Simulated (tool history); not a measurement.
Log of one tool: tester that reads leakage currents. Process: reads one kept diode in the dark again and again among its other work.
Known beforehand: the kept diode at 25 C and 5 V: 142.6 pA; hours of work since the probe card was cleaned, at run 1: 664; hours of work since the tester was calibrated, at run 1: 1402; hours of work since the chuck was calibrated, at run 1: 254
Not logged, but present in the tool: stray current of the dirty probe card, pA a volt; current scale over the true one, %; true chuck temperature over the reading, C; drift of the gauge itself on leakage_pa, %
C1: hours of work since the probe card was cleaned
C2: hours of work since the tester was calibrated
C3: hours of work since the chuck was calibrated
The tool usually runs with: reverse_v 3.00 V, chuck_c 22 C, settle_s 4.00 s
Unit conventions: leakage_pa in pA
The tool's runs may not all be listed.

Run 1, hour 0.0: usual settings; C1 664; C2 1402; C3 254. Result: leakage_pa 99.80 pA.
Run 2, hour 103.4: usual settings; C1 722; C2 1460; C3 312. Result: leakage_pa 101.46 pA.
Run 3, hour 177.7: usual settings; C1 764; C2 1502; C3 354. Result: leakage_pa 102.15 pA.
Run 4, hour 252.1: usual settings; C1 806; C2 1544; C3 396. Result: leakage_pa 103.96 pA.
Run 5, hour 335.7: usual settings but chuck_c 50 C; C1 853; C2 1591; C3 443. Result: leakage_pa 824.00 pA.
Run 6, hour 435.0: usual settings; C1 909; C2 1647; C3 499. Result: leakage_pa 106.09 pA.
Run 7, hour 485.8: usual settings; C1 937; C2 1675; C3 527. Result: leakage_pa 107.26 pA.
Run 8, hour 596.8: usual settings; C1 999; C2 1738; C3 590. Result: leakage_pa 109.09 pA.
Run 9, hour 670.3: usual settings; C1 1041; C2 1779; C3 631. Result: leakage_pa 109.55 pA.
Run 10, hour 734.2: usual settings; C1 1077; C2 1815; C3 667. Result: leakage_pa 111.76 pA.
Run 11, hour 851.6: usual settings; C1 1143; C2 1881; C3 733. Result: leakage_pa 112.73 pA.
Run 12, hour 965.5: usual settings; C1 1207; C2 1945; C3 797. Result: leakage_pa 114.75 pA.
At hour 1043.0: chuck's temperature calibrated.
Run 13, hour 1043.0: usual settings but chuck_c 27 C, settle_s 2.43 s; C1 1249; C2 1987; C3 0. Result: leakage_pa 143.52 pA.
Run 14, hour 1103.1: usual settings but chuck_c 27 C, settle_s 2.43 s; C1 1283; C2 2021; C3 34. Result: leakage_pa 144.81 pA.
Run 15, hour 1210.7: usual settings but chuck_c 27 C, settle_s 2.43 s; C1 1343; C2 2081; C3 94. Result: leakage_pa 147.06 pA.
Run 16, hour 1317.4: usual settings but chuck_c 29 C; C1 1403; C2 2141; C3 154. Result: leakage_pa 173.22 pA.
Run 17, hour 1395.4: usual settings but chuck_c 29 C; C1 1447; C2 2185; C3 198. Result: leakage_pa 174.98 pA.
Run 18, hour 1489.3: usual settings but reverse_v 15.84 V, settle_s 1.78 s; C1 1500; C2 2238; C3 251. Result: leakage_pa 196.89 pA.
Run 19, hour 1604.4: usual settings but reverse_v 15.84 V, settle_s 1.78 s; C1 1564; C2 2303; C3 315. Result: leakage_pa 200.70 pA.
Run 20, hour 1713.7: usual settings but reverse_v 13.47 V, settle_s 0.38 s; C1 1626; C2 2364; C3 377. Result: leakage_pa 196.14 pA.

Estimate the outcome of run 21 from the log above:
Run 21, hour 1789.9: usual settings but reverse_v 5.93 V, chuck_c 34 C, settle_s 0.38 s; C1 1669; C2 2407; C3 420. Result: leakage_pa ?.

{"run 21": {"leakage_pa": 340.86}}
The same run, on a tool lacking any hidden state, would have yielded leakage_pa 303.96 pA.
